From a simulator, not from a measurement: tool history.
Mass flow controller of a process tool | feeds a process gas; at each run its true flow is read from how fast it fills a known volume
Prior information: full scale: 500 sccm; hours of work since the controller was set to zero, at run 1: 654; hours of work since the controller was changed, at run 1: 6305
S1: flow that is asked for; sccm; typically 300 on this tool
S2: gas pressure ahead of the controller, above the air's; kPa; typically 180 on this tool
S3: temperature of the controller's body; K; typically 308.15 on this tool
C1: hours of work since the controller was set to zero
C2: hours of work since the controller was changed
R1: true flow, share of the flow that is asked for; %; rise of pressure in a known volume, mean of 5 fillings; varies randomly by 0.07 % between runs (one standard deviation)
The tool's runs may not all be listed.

run,hour,S1,S2,S3,C1,C2,R1
1,0,300,180,308.15,654,6305,99.85
2,244,300,180,308.15,805,6456,100.01
3,743.8,300,180,308.15,1114,6766,100.11
4,1156,300,180,308.15,1369,7021,100.39
5,1503.7,300,180,308.15,1584,7236,100.59
6,1798.2,300,180,308.15,1767,7418,100.68
7,2275,300,178,308.15,2062,7713,100.86
8,2779.8,300,178,308.15,2374,8025,100.98
9,3219.4,300,178,308.15,2646,8297,101.27
10,3551.3,300,178,308.15,2851,8503,101.25

What will run 11 give?
11,3828.6,85,239,308.15,3023,8674,?

R1: 103.51 %
If the tool had no hidden condition, the same run with the same run-to-run variation would have returned R1 97.16 %.

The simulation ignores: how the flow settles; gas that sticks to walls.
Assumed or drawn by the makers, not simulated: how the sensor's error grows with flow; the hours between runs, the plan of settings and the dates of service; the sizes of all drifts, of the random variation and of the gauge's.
